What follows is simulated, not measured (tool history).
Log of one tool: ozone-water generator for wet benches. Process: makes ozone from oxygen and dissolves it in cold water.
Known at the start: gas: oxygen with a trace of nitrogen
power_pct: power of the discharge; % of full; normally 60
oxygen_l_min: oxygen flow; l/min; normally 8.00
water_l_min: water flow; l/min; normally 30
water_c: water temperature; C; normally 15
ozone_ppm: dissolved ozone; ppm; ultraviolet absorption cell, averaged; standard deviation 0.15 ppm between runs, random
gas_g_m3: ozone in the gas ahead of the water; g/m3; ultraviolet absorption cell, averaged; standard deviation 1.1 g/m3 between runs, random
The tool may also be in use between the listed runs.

run   hour  power_pct  oxygen_l_min  water_l_min  water_c  ozone_ppm  gas_g_m3
  1    0.0         60          8.00           30       15       17.7     189.9
  2   21.8         60          8.00           30       15       17.4     189.7
  3   50.9         60          8.00           30       15       17.9     188.8
  4   77.7         60          8.00           30       15       17.6     188.7
  5  108.8         75          8.00           30       15       21.0     225.1
  6  133.1         60          8.00           30       15       17.6     189.2
  7  155.6         60          8.00           30       15       17.9     189.8
  8  190.0         60          8.00           30       15       17.6     190.3
  9  215.1         60          8.00           30       15       17.6     189.9
 10  247.3         60          8.00           30       15       17.8     189.0
 11  272.8         60          8.00           30       15       17.4     190.7
 12  291.2         60          8.00           39       15       13.6     189.5
 13  323.6         60          8.00           39       15       13.5     190.3
 14  358.1         60          8.00           39       13       13.8     188.0
 15  378.4         60          8.00           39       13       13.9     188.6
 16  404.0         60          8.00           39       13       14.0     189.2
 17  423.0         60          4.42           39       12       11.2     227.3
 18  453.0         60          4.42           39       12       11.0     224.5
 19  481.3         60          7.23           43       10       12.5     196.3
 20  506.3         60          8.00           30       20       16.4     188.9
 21  529.8         60          8.00           30       20       16.5     187.2
 22  546.8         44          8.00           30       15       14.2     149.5
 23  573.0         50          8.00           22       12       21.4     163.0
 24  599.7         58          8.00           36       15       14.5     185.2
 25  618.6         58          8.00           36       15       14.6     185.3
 26  640.7         52          4.68           24       15       16.9     200.4
 27  662.9         52          4.68           24       15       16.6     201.1
 28  687.9         52          8.25           19       16       23.3     168.9
 29  705.5         52          6.80           24        8       20.4     177.4
 30  729.7         45         10.59           30        7       17.1     140.5
 31  761.4         68          5.14           30       20       15.9     236.7

What if the next run were any one of these 3? Each begins from the tool's condition after run 31:
  A  781.0         68          5.14           20       20          ?         ?
  B  781.0         60          7.07           30       15          ?         ?
  C  781.0         60          8.00           21       20          ?         ?

run  ozone_ppm  gas_g_m3
  A       23.7     238.3
  B       16.8     196.7
  C       21.8     188.6
What these runs would have given with no unlogged condition in the tool:
run  ozone_ppm  gas_g_m3
  A       23.7     238.3
  B       16.9     196.8
  C       21.9     188.6
